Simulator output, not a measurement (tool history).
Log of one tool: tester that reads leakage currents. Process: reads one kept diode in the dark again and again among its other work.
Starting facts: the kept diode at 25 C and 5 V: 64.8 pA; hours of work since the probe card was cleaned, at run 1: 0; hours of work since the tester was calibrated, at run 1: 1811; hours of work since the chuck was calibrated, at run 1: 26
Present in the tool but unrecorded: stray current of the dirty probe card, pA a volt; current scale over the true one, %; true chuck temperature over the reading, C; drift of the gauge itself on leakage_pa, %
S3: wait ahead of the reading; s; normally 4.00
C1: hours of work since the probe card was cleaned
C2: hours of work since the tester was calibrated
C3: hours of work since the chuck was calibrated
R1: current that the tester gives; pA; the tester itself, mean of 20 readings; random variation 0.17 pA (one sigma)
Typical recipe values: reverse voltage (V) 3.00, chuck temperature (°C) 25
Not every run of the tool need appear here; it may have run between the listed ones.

run 1 hour=0.0 | reverse_voltage_(V)=3.00 chuck_temperature_(°C)=25 S3=4.00 | C1=0 C2=1811 C3=26 | R1=55.00
run 2 hour=275.8 | reverse_voltage_(V)=3.00 chuck_temperature_(°C)=25 S3=4.00 | C1=207 C2=2018 C3=233 | R1=55.18
run 3 hour=389.0 | reverse_voltage_(V)=3.00 chuck_temperature_(°C)=25 S3=0.72 | C1=292 C2=2103 C3=318 | R1=55.96
run 4 hour=544.9 | reverse_voltage_(V)=3.00 chuck_temperature_(°C)=25 S3=4.00 | C1=410 C2=2220 C3=436 | R1=55.02
-- hour=701.4 chuck's temperature calibrated
run 5 hour=716.3 | reverse_voltage_(V)=3.00 chuck_temperature_(°C)=25 S3=4.00 | C1=537 C2=2348 C3=11 | R1=55.11
run 6 hour=978.9 | reverse_voltage_(V)=3.00 chuck_temperature_(°C)=25 S3=4.00 | C1=734 C2=2545 C3=209 | R1=55.31
run 7 hour=1098.9 | reverse_voltage_(V)=3.00 chuck_temperature_(°C)=25 S3=0.75 | C1=825 C2=2635 C3=299 | R1=55.54
run 8 hour=1214.0 | reverse_voltage_(V)=3.00 chuck_temperature_(°C)=25 S3=4.00 | C1=911 C2=2722 C3=385 | R1=55.39
-- hour=1433.8 chuck's temperature calibrated
run 9 hour=1469.9 | reverse_voltage_(V)=3.00 chuck_temperature_(°C)=25 S3=4.00 | C1=1102 C2=2913 C3=27 | R1=55.33
run 10 hour=1720.4 | reverse_voltage_(V)=3.00 chuck_temperature_(°C)=25 S3=4.00 | C1=1290 C2=3101 C3=215 | R1=55.22
run 11 hour=1896.3 | reverse_voltage_(V)=3.00 chuck_temperature_(°C)=25 S3=4.00 | C1=1422 C2=3233 C3=348 | R1=54.88
run 12 hour=2131.9 | reverse_voltage_(V)=3.00 chuck_temperature_(°C)=25 S3=4.00 | C1=1600 C2=3410 C3=525 | R1=55.14
-- hour=2165.3 chuck's temperature calibrated
run 13 hour=2300.9 | reverse_voltage_(V)=3.00 chuck_temperature_(°C)=25 S3=4.00 | C1=1725 C2=3536 C3=102 | R1=54.97
run 14 hour=2515.9 | reverse_voltage_(V)=3.00 chuck_temperature_(°C)=25 S3=4.00 | C1=1887 C2=3697 C3=264 | R1=54.91
run 15 hour=2770.3 | reverse_voltage_(V)=3.00 chuck_temperature_(°C)=25 S3=4.00 | C1=2078 C2=3889 C3=455 | R1=55.26
-- hour=2894.7 chuck's temperature calibrated
run 16 hour=3044.6 | reverse_voltage_(V)=3.00 chuck_temperature_(°C)=36 S3=4.00 | C1=2283 C2=4093 C3=113 | R1=127.44
run 17 hour=3227.9 | reverse_voltage_(V)=3.00 chuck_temperature_(°C)=36 S3=2.23 | C1=2421 C2=4231 C3=250 | R1=128.03
run 18 hour=3508.2 | reverse_voltage_(V)=3.00 chuck_temperature_(°C)=36 S3=2.23 | C1=2631 C2=4442 C3=461 | R1=128.06
-- hour=3642.0 chuck's temperature calibrated
run 19 hour=3778.7 | reverse_voltage_(V)=3.00 chuck_temperature_(°C)=36 S3=2.23 | C1=2833 C2=4644 C3=103 | R1=127.85
run 20 hour=3898.3 | reverse_voltage_(V)=5.20 chuck_temperature_(°C)=43 S3=1.47 | C1=2923 C2=4734 C3=193 | R1=253.49
run 21 hour=4078.5 | reverse_voltage_(V)=5.21 chuck_temperature_(°C)=29 S3=1.47 | C1=3058 C2=4869 C3=328 | R1=90.99
run 22 hour=4231.7 | reverse_voltage_(V)=3.00 chuck_temperature_(°C)=36 S3=0.34 | C1=3174 C2=4984 C3=443 | R1=129.30
run 23 hour=4351.3 | reverse_voltage_(V)=10.19 chuck_temperature_(°C)=36 S3=0.37 | C1=3264 C2=5074 C3=533 | R1=196.13
-- hour=4373.6 chuck's temperature calibrated
run 24 hour=4469.6 | reverse_voltage_(V)=3.00 chuck_temperature_(°C)=25 S3=0.32 | C1=3351 C2=5162 C3=72 | R1=56.93
run 25 hour=4596.8 | reverse_voltage_(V)=16.59 chuck_temperature_(°C)=25 S3=0.60 | C1=3447 C2=5257 C3=168 | R1=101.78
run 26 hour=4745.9 | reverse_voltage_(V)=1.28 chuck_temperature_(°C)=30 S3=8.42 | C1=3559 C2=5369 C3=280 | R1=61.52
run 27 hour=4997.6 | reverse_voltage_(V)=3.00 chuck_temperature_(°C)=52 S3=4.00 | C1=3748 C2=5559 C3=469 | R1=391.15
-- hour=5122.8 chuck's temperature calibrated
run 28 hour=5202.5 | reverse_voltage_(V)=6.42 chuck_temperature_(°C)=28 S3=8.81 | C1=3900 C2=5711 C3=60 | R1=89.54
-- hour=5230.9 probe card cleaned and baked
run 29 hour=5322.2 | reverse_voltage_(V)=3.98 chuck_temperature_(°C)=28 S3=8.81 | C1=69 C2=5799 C3=148 | R1=76.32
-- hour=5574.3 tester calibrated
run 30 hour=5588.2 | reverse_voltage_(V)=3.98 chuck_temperature_(°C)=28 S3=8.81 | C1=267 C2=10 C3=346 | R1=76.30
run 31 hour=5800.4 | reverse_voltage_(V)=1.20 chuck_temperature_(°C)=28 S3=8.81 | C1=427 C2=170 C3=506 | R1=51.83
-- hour=5867.8 chuck's temperature calibrated
run 32 hour=5942.2 | reverse_voltage_(V)=1.36 chuck_temperature_(°C)=20 S3=0.38 | C1=532 C2=275 C3=56 | R1=29.17
run 33 hour=6196.8 | reverse_voltage_(V)=3.00 chuck_temperature_(°C)=28 S3=0.38 | C1=723 C2=466 C3=247 | R1=71.32
run 34 hour=6315.8 | reverse_voltage_(V)=3.00 chuck_temperature_(°C)=28 S3=0.38 | C1=813 C2=556 C3=337 | R1=71.12
run 35 hour=6568.9 | reverse_voltage_(V)=1.29 chuck_temperature_(°C)=25 S3=0.54 | C1=1003 C2=746 C3=527 | R1=42.57

Estimate the outcome of run 36 from the log above:
-- hour=6600.6 chuck's temperature calibrated
run 36 hour=6799.0 | reverse_voltage_(V)=2.53 chuck_temperature_(°C)=25 S3=0.54 | C1=1174 C2=918 C3=149 | R1=?

Run 36 yielded R1 52.62 pA.
If the tool had no hidden condition, the same run with the same run-to-run variation would have returned R1 52.61 pA.
